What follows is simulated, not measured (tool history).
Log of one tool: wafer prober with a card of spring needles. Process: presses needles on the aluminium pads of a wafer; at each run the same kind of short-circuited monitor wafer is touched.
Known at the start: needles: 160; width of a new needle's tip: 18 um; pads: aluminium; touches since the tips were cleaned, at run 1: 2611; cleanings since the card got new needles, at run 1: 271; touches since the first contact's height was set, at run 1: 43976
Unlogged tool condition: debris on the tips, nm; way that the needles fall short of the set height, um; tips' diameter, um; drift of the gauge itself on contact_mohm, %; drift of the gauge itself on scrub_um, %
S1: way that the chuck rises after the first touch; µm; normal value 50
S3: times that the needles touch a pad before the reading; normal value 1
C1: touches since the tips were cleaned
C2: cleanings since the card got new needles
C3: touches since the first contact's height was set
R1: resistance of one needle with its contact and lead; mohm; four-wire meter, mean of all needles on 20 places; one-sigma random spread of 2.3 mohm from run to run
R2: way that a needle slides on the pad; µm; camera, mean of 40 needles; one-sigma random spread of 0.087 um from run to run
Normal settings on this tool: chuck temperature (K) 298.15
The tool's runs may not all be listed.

run 1 day=0.000 | S1=50 chuck_temperature_(K)=298.15 S3=1 | C1=2611 C2=271 C3=43976 | R1=512 R2=11.43
-- day=0.204 tips cleaned on abrasive film
-- day=0.600 tips cleaned on abrasive film
-- day=1.000 tips cleaned on abrasive film
-- day=1.500 tips cleaned on abrasive film
-- day=1.900 tips cleaned on abrasive film
-- day=2.400 tips cleaned on abrasive film
run 2 day=2.538 | S1=50 chuck_temperature_(K)=298.15 S3=1 | C1=1460 C2=277 C3=70256 | R1=454 R2=11.16
-- day=2.842 tips cleaned on abrasive film
-- day=3.338 tips cleaned on abrasive film
-- day=3.838 tips cleaned on abrasive film
-- day=4.338 tips cleaned on abrasive film
-- day=4.838 tips cleaned on abrasive film
-- day=5.238 tips cleaned on abrasive film
-- day=5.250 height of the first contact set anew
-- day=5.746 tips cleaned on abrasive film
run 3 day=5.904 | S1=50 chuck_temperature_(K)=298.15 S3=1 | C1=1647 C2=284 C3=6817 | R1=454 R2=11.59
-- day=6.204 tips cleaned on abrasive film
-- day=6.604 tips cleaned on abrasive film
-- day=7.104 tips cleaned on abrasive film
-- day=7.604 tips cleaned on abrasive film
-- day=8.004 tips cleaned on abrasive film
-- day=8.504 tips cleaned on abrasive film
-- day=8.904 tips cleaned on abrasive film
run 4 day=9.146 | S1=50 chuck_temperature_(K)=298.15 S3=1 | C1=2532 C2=291 C3=40372 | R1=513 R2=11.44
-- day=9.346 tips cleaned on abrasive film
-- day=9.846 tips cleaned on abrasive film
-- day=10.346 tips cleaned on abrasive film
-- day=10.842 tips cleaned on abrasive film
-- day=11.342 tips cleaned on abrasive film
-- day=11.842 tips cleaned on abrasive film
run 5 day=12.129 | S1=50 chuck_temperature_(K)=298.15 S3=2 | C1=3023 C2=297 C3=71317 | R1=448 R2=11.18
-- day=12.333 tips cleaned on abrasive film
-- day=12.733 tips cleaned on abrasive film
-- day=13.229 tips cleaned on abrasive film
-- day=13.729 tips cleaned on abrasive film
-- day=14.229 tips cleaned on abrasive film
-- day=14.629 tips cleaned on abrasive film
-- day=14.742 height of the first contact set anew
-- day=15.142 tips cleaned on abrasive film
-- day=15.638 tips cleaned on abrasive film
-- day=16.138 tips cleaned on abrasive film
run 6 day=16.275 | S1=50 chuck_temperature_(K)=298.15 S3=2 | C1=1437 C2=306 C3=15914 | R1=374 R2=11.57
-- day=16.575 tips cleaned on abrasive film
-- day=16.975 tips cleaned on abrasive film
-- day=17.475 tips cleaned on abrasive film
-- day=17.975 tips cleaned on abrasive film
-- day=18.471 tips cleaned on abrasive film
run 7 day=18.538 | S1=50 chuck_temperature_(K)=298.15 S3=2 | C1=677 C2=311 C3=39341 | R1=347 R2=11.65
-- day=18.938 tips cleaned on abrasive film
-- day=19.338 tips cleaned on abrasive film
-- day=19.838 tips cleaned on abrasive film
-- day=20.333 tips cleaned on abrasive film
-- day=20.733 tips cleaned on abrasive film
-- day=21.233 tips cleaned on abrasive film
run 8 day=21.554 | S1=50 chuck_temperature_(K)=298.15 S3=2 | C1=3358 C2=317 C3=70619 | R1=460 R2=11.29
-- day=21.658 tips cleaned on abrasive film
-- day=22.158 tips cleaned on abrasive film
-- day=22.654 tips cleaned on abrasive film
-- day=23.054 tips cleaned on abrasive film
-- day=23.554 tips cleaned on abrasive film
-- day=23.954 tips cleaned on abrasive film
-- day=24.262 height of the first contact set anew
-- day=24.367 tips cleaned on abrasive film
-- day=24.867 tips cleaned on abrasive film
run 9 day=24.888 | S1=50 chuck_temperature_(K)=298.15 S3=3 | C1=223 C2=325 C3=6427 | R1=288 R2=11.66
-- day=25.288 tips cleaned on abrasive film
-- day=25.788 tips cleaned on abrasive film
-- day=26.283 tips cleaned on abrasive film
-- day=26.683 tips cleaned on abrasive film
run 10 day=26.808 | S1=50 chuck_temperature_(K)=298.15 S3=3 | C1=1300 C2=329 C3=26342 | R1=335 R2=11.50
-- day=27.112 tips cleaned on abrasive film
-- day=27.608 tips cleaned on abrasive film
-- day=28.008 tips cleaned on abrasive film
-- day=28.508 tips cleaned on abrasive film
-- day=28.908 tips cleaned on abrasive film
-- day=29.408 tips cleaned on abrasive film
-- day=29.904 tips cleaned on abrasive film
run 11 day=30.096 | S1=50 chuck_temperature_(K)=298.15 S3=1 | C1=2001 C2=336 C3=60404 | R1=522 R2=11.25
-- day=30.400 tips cleaned on abrasive film
-- day=30.800 tips cleaned on abrasive film
-- day=31.200 tips cleaned on abrasive film
-- day=31.696 tips cleaned on abrasive film
-- day=32.196 tips cleaned on abrasive film
-- day=32.696 tips cleaned on abrasive film
-- day=33.192 tips cleaned on abrasive film
run 12 day=33.417 | S1=50 chuck_temperature_(K)=391.15 S3=2 | C1=2309 C2=343 C3=94771 | R1=445 R2=11.17
-- day=33.617 tips cleaned on abrasive film
-- day=33.729 height of the first contact set anew
-- day=34.129 tips cleaned on abrasive film
-- day=34.629 tips cleaned on abrasive film
-- day=35.125 tips cleaned on abrasive film
-- day=35.625 tips cleaned on abrasive film
-- day=36.025 tips cleaned on abrasive film
-- day=36.525 tips cleaned on abrasive film
-- day=37.021 tips cleaned on abrasive film
run 13 day=37.179 | S1=66 chuck_temperature_(K)=304.15 S3=1 | C1=1624 C2=351 C3=35750 | R1=412 R2=15.46
-- day=37.479 tips cleaned on abrasive film
-- day=37.879 tips cleaned on abrasive film
-- day=38.379 tips cleaned on abrasive film
-- day=38.779 tips cleaned on abrasive film
-- day=39.246 tips cleaned on abrasive film
run 14 day=39.246 | S1=31 chuck_temperature_(K)=298.15 S3=1 | C1=0 C2=356 C3=57128 | R1=352 R2=6.93
-- day=39.646 tips cleaned on abrasive film
-- day=40.046 tips cleaned on abrasive film
-- day=40.542 tips cleaned on abrasive film
-- day=41.042 tips cleaned on abrasive film
-- day=41.542 tips cleaned on abrasive film
-- day=42.038 tips cleaned on abrasive film
-- day=42.438 tips cleaned on abrasive film
-- day=42.938 tips cleaned on abrasive film
-- day=43.221 height of the first contact set anew
run 15 day=43.221 | S1=31 chuck_temperature_(K)=298.15 S3=2 | C1=2838 C2=364 C3=0 | R1=729 R2=7.19
-- day=43.425 tips cleaned on abrasive film
-- day=43.925 tips cleaned on abrasive film
-- day=44.325 tips cleaned on abrasive film
-- day=44.821 tips cleaned on abrasive film
-- day=45.321 tips cleaned on abrasive film
-- day=45.721 tips cleaned on abrasive film
-- day=46.221 tips cleaned on abrasive film
run 16 day=46.462 | S1=31 chuck_temperature_(K)=298.15 S3=2 | C1=2526 C2=371 C3=33550 | R1=754 R2=7.01
-- day=46.662 tips cleaned on abrasive film
-- day=47.062 tips cleaned on abrasive film
-- day=47.562 card fitted with new needles
-- day=47.962 tips cleaned on abrasive film
-- day=48.462 tips cleaned on abrasive film
-- day=48.862 tips cleaned on abrasive film
-- day=49.362 tips cleaned on abrasive film
-- day=49.858 tips cleaned on abrasive film
-- day=50.308 tips cleaned on abrasive film
run 17 day=50.308 | S1=56 chuck_temperature_(K)=300.15 S3=1 | C1=0 C2=6 C3=28442 | R1=276 R2=12.74
-- day=50.808 tips cleaned on abrasive film
-- day=51.208 tips cleaned on abrasive film
-- day=51.708 tips cleaned on abrasive film
-- day=52.208 tips cleaned on abrasive film
-- day=52.704 tips cleaned on abrasive film
run 18 day=53.088 | S1=55 chuck_temperature_(K)=325.15 S3=2 | C1=4008 C2=11 C3=57269 | R1=345 R2=12.52
-- day=53.192 tips cleaned on abrasive film
-- day=53.592 tips cleaned on abrasive film
-- day=53.992 tips cleaned on abrasive film
-- day=54.492 tips cleaned on abrasive film
-- day=54.988 tips cleaned on abrasive film
run 19 day=55.333 | S1=48 chuck_temperature_(K)=383.15 S3=2 | C1=3605 C2=16 C3=80523 | R1=379 R2=10.69
-- day=55.438 tips cleaned on abrasive film
-- day=55.938 tips cleaned on abrasive film
-- day=56.338 tips cleaned on abrasive film
-- day=56.738 tips cleaned on abrasive film
-- day=57.046 height of the first contact set anew
-- day=57.246 tips cleaned on abrasive film
-- day=57.646 tips cleaned on abrasive film
-- day=58.146 tips cleaned on abrasive film
run 20 day=58.462 | S1=41 chuck_temperature_(K)=329.15 S3=2 | C1=3284 C2=23 C3=14659 | R1=384 R2=9.40
-- day=58.562 tips cleaned on abrasive film
-- day=59.062 tips cleaned on abrasive film
-- day=59.462 tips cleaned on abrasive film
-- day=59.962 tips cleaned on abrasive film
-- day=60.362 tips cleaned on abrasive film
-- day=60.862 tips cleaned on abrasive film
-- day=61.358 tips cleaned on abrasive film
-- day=61.858 tips cleaned on abrasive film
run 21 day=62.125 | S1=41 chuck_temperature_(K)=329.15 S3=2 | C1=2771 C2=31 C3=52593 | R1=391 R2=9.26

Hidden condition of the tool, last listed run before each entry between runs versus first listed run after:
From run 1 to run 2: tips cleaned on abrasive film (day 0.204); tips cleaned on abrasive film (day 0.600); tips cleaned on abrasive film (day 1.000); tips cleaned on abrasive film (day 1.500); tips cleaned on abrasive film (day 1.900); tips cleaned on abrasive film (day 2.400)
  debris on the tips, nm: 115.3 -> 84.9; way that the needles fall short of the set height, um: 1.09 -> 1.75; tips' diameter, um: 28.36 -> 28.59
  measured less the result without the state, R1: +249 -> +192 mohm; R2: -0.25 -> -0.41 µm
From run 2 to run 3: tips cleaned on abrasive film (day 2.842); tips cleaned on abrasive film (day 3.338); tips cleaned on abrasive film (day 3.838); tips cleaned on abrasive film (day 4.338); tips cleaned on abrasive film (day 4.838); tips cleaned on abrasive film (day 5.238); height of the first contact set anew (day 5.250); tips cleaned on abrasive film (day 5.746)
  debris on the tips, nm: 84.9 -> 89.8; way that the needles fall short of the set height, um: 1.75 -> 0.12; tips' diameter, um: 28.59 -> 28.87
  measured less the result without the state, R1: +192 -> +193 mohm; R2: -0.41 -> -0.03 µm
From run 3 to run 4: tips cleaned on abrasive film (day 6.204); tips cleaned on abrasive film (day 6.604); tips cleaned on abrasive film (day 7.104); tips cleaned on abrasive film (day 7.604); tips cleaned on abrasive film (day 8.004); tips cleaned on abrasive film (day 8.504); tips cleaned on abrasive film (day 8.904)
  debris on the tips, nm: 89.8 -> 111.8; way that the needles fall short of the set height, um: 0.12 -> 0.92; tips' diameter, um: 28.87 -> 29.15
  measured less the result without the state, R1: +193 -> +251 mohm; R2: -0.03 -> -0.21 µm
From run 4 to run 5: tips cleaned on abrasive film (day 9.346); tips cleaned on abrasive film (day 9.846); tips cleaned on abrasive film (day 10.346); tips cleaned on abrasive film (day 10.842); tips cleaned on abrasive film (day 11.342); tips cleaned on abrasive film (day 11.842)
  debris on the tips, nm: 111.8 -> 125.2; way that the needles fall short of the set height, um: 0.92 -> 1.59; tips' diameter, um: 29.15 -> 29.39
  measured less the result without the state, R1: +251 -> +181 mohm; R2: -0.21 -> -0.37 µm
From run 5 to run 6: tips cleaned on abrasive film (day 12.333); tips cleaned on abrasive film (day 12.733); tips cleaned on abrasive film (day 13.229); tips cleaned on abrasive film (day 13.729); tips cleaned on abrasive film (day 14.229); tips cleaned on abrasive film (day 14.629); height of the first contact set anew (day 14.742); tips cleaned on abrasive film (day 15.142); tips cleaned on abrasive film (day 15.638); tips cleaned on abrasive film (day 16.138)
  debris on the tips, nm: 125.2 -> 83.5; way that the needles fall short of the set height, um: 1.59 -> 0.33; tips' diameter, um: 29.39 -> 29.69
  measured less the result without the state, R1: +181 -> +116 mohm; R2: -0.37 -> -0.08 µm
From run 6 to run 7: tips cleaned on abrasive film (day 16.575); tips cleaned on abrasive film (day 16.975); tips cleaned on abrasive film (day 17.475); tips cleaned on abrasive film (day 17.975); tips cleaned on abrasive film (day 18.471)
  debris on the tips, nm: 83.5 -> 57; way that the needles fall short of the set height, um: 0.33 -> 0.78; tips' diameter, um: 29.69 -> 29.84
  measured less the result without the state, R1: +116 -> +85 mohm; R2: -0.08 -> -0.18 µm
From run 7 to run 8: tips cleaned on abrasive film (day 18.938); tips cleaned on abrasive film (day 19.338); tips cleaned on abrasive film (day 19.838); tips cleaned on abrasive film (day 20.333); tips cleaned on abrasive film (day 20.733); tips cleaned on abrasive film (day 21.233)
  debris on the tips, nm: 57 -> 132.2; way that the needles fall short of the set height, um: 0.78 -> 1.42; tips' diameter, um: 29.84 -> 30.07
  measured less the result without the state, R1: +85 -> +196 mohm; R2: -0.18 -> -0.33 µm
From run 8 to run 9: tips cleaned on abrasive film (day 21.658); tips cleaned on abrasive film (day 22.158); tips cleaned on abrasive film (day 22.654); tips cleaned on abrasive film (day 23.054); tips cleaned on abrasive film (day 23.554); tips cleaned on abrasive film (day 23.954); height of the first contact set anew (day 24.262); tips cleaned on abrasive film (day 24.367); tips cleaned on abrasive film (day 24.867)
  debris on the tips, nm: 132.2 -> 27.7; way that the needles fall short of the set height, um: 1.42 -> 0.18; tips' diameter, um: 30.07 -> 30.36
  measured less the result without the state, R1: +196 -> +30 mohm; R2: -0.33 -> -0.05 µm
From run 9 to run 10: tips cleaned on abrasive film (day 25.288); tips cleaned on abrasive film (day 25.788); tips cleaned on abrasive film (day 26.283); tips cleaned on abrasive film (day 26.683)
  debris on the tips, nm: 27.7 -> 80.2; way that the needles fall short of the set height, um: 0.18 -> 0.67; tips' diameter, um: 30.36 -> 30.53
  measured less the result without the state, R1: +30 -> +75 mohm; R2: -0.05 -> -0.16 µm
From run 10 to run 11: tips cleaned on abrasive film (day 27.112); tips cleaned on abrasive film (day 27.608); tips cleaned on abrasive film (day 28.008); tips cleaned on abrasive film (day 28.508); tips cleaned on abrasive film (day 28.908); tips cleaned on abrasive film (day 29.408); tips cleaned on abrasive film (day 29.904)
  debris on the tips, nm: 80.2 -> 101.3; way that the needles fall short of the set height, um: 0.67 -> 1.5; tips' diameter, um: 30.53 -> 30.82
  measured less the result without the state, R1: +75 -> +259 mohm; R2: -0.16 -> -0.35 µm
From run 11 to run 12: tips cleaned on abrasive film (day 30.400); tips cleaned on abrasive film (day 30.800); tips cleaned on abrasive film (day 31.200); tips cleaned on abrasive film (day 31.696); tips cleaned on abrasive film (day 32.196); tips cleaned on abrasive film (day 32.696); tips cleaned on abrasive film (day 33.192)
  debris on the tips, nm: 101.3 -> 111.5; way that the needles fall short of the set height, um: 1.5 -> 2.15; tips' diameter, um: 30.82 -> 31.05
  measured less the result without the state, R1: +259 -> +158 mohm; R2: -0.35 -> -0.51 µm
From run 12 to run 13: tips cleaned on abrasive film (day 33.617); height of the first contact set anew (day 33.729); tips cleaned on abrasive film (day 34.129); tips cleaned on abrasive film (day 34.629); tips cleaned on abrasive film (day 35.125); tips cleaned on abrasive film (day 35.625); tips cleaned on abrasive film (day 36.025); tips cleaned on abrasive film (day 36.525); tips cleaned on abrasive film (day 37.021)
  debris on the tips, nm: 111.5 -> 98.5; way that the needles fall short of the set height, um: 2.15 -> 0.74; tips' diameter, um: 31.05 -> 31.35
  measured less the result without the state, R1: +158 -> +149 mohm; R2: -0.51 -> -0.17 µm
From run 13 to run 14: tips cleaned on abrasive film (day 37.479); tips cleaned on abrasive film (day 37.879); tips cleaned on abrasive film (day 38.379); tips cleaned on abrasive film (day 38.779); tips cleaned on abrasive film (day 39.246)
  debris on the tips, nm: 98.5 -> 10.1; way that the needles fall short of the set height, um: 0.74 -> 1.32; tips' diameter, um: 31.35 -> 31.55
  measured less the result without the state, R1: +149 -> +82 mohm; R2: -0.17 -> -0.31 µm
From run 14 to run 15: tips cleaned on abrasive film (day 39.646); tips cleaned on abrasive film (day 40.046); tips cleaned on abrasive film (day 40.542); tips cleaned on abrasive film (day 41.042); tips cleaned on abrasive film (day 41.542); tips cleaned on abrasive film (day 42.038); tips cleaned on abrasive film (day 42.438); tips cleaned on abrasive film (day 42.938); height of the first contact set anew (day 43.221)
  debris on the tips, nm: 10.1 -> 121.2; way that the needles fall short of the set height, um: 1.32 -> 0; tips' diameter, um: 31.55 -> 31.86
  measured less the result without the state, R1: +82 -> +463 mohm; R2: -0.31 -> +0.00 µm
From run 15 to run 16: tips cleaned on abrasive film (day 43.425); tips cleaned on abrasive film (day 43.925); tips cleaned on abrasive film (day 44.325); tips cleaned on abrasive film (day 44.821); tips cleaned on abrasive film (day 45.321); tips cleaned on abrasive film (day 45.721); tips cleaned on abrasive film (day 46.221)
  debris on the tips, nm: 121.2 -> 119.9; way that the needles fall short of the set height, um: 0 -> 0.72; tips' diameter, um: 31.86 -> 32.12
  measured less the result without the state, R1: +463 -> +487 mohm; R2: +0.00 -> -0.17 µm
From run 16 to run 17: tips cleaned on abrasive film (day 46.662); tips cleaned on abrasive film (day 47.062); card fitted with new needles (day 47.562); tips cleaned on abrasive film (day 47.962); tips cleaned on abrasive film (day 48.462); tips cleaned on abrasive film (day 48.862); tips cleaned on abrasive film (day 49.362); tips cleaned on abrasive film (day 49.858); tips cleaned on abrasive film (day 50.308)
  debris on the tips, nm: 119.9 -> 18.5; way that the needles fall short of the set height, um: 0.72 -> 0.71; tips' diameter, um: 32.12 -> 18.25
  measured less the result without the state, R1: +487 -> +15 mohm; R2: -0.17 -> -0.16 µm
From run 17 to run 18: tips cleaned on abrasive film (day 50.808); tips cleaned on abrasive film (day 51.208); tips cleaned on abrasive film (day 51.708); tips cleaned on abrasive film (day 52.208); tips cleaned on abrasive film (day 52.704)
  debris on the tips, nm: 18.5 -> 145.7; way that the needles fall short of the set height, um: 0.71 -> 1.21; tips' diameter, um: 18.25 -> 18.42
  measured less the result without the state, R1: +15 -> +75 mohm; R2: -0.16 -> -0.28 µm
From run 18 to run 19: tips cleaned on abrasive film (day 53.192); tips cleaned on abrasive film (day 53.592); tips cleaned on abrasive film (day 53.992); tips cleaned on abrasive film (day 54.492); tips cleaned on abrasive film (day 54.988)
  debris on the tips, nm: 145.7 -> 143.1; way that the needles fall short of the set height, um: 1.21 -> 1.82; tips' diameter, um: 18.42 -> 18.64
  measured less the result without the state, R1: +75 -> +89 mohm; R2: -0.28 -> -0.42 µm
From run 19 to run 20: tips cleaned on abrasive film (day 55.438); tips cleaned on abrasive film (day 55.938); tips cleaned on abrasive film (day 56.338); tips cleaned on abrasive film (day 56.738); height of the first contact set anew (day 57.046); tips cleaned on abrasive film (day 57.246); tips cleaned on abrasive film (day 57.646); tips cleaned on abrasive film (day 58.146)
  debris on the tips, nm: 143.1 -> 133.8; way that the needles fall short of the set height, um: 1.82 -> 0.3; tips' diameter, um: 18.64 -> 18.9
  measured less the result without the state, R1: +89 -> +114 mohm; R2: -0.42 -> -0.07 µm
From run 20 to run 21: tips cleaned on abrasive film (day 58.562); tips cleaned on abrasive film (day 59.062); tips cleaned on abrasive film (day 59.462); tips cleaned on abrasive film (day 59.962); tips cleaned on abrasive film (day 60.362); tips cleaned on abrasive film (day 60.862); tips cleaned on abrasive film (day 61.358); tips cleaned on abrasive film (day 61.858)
  debris on the tips, nm: 133.8 -> 126.2; way that the needles fall short of the set height, um: 0.3 -> 1.11; tips' diameter, um: 18.9 -> 19.18
  measured less the result without the state, R1: +114 -> +116 mohm; R2: -0.07 -> -0.25 µm
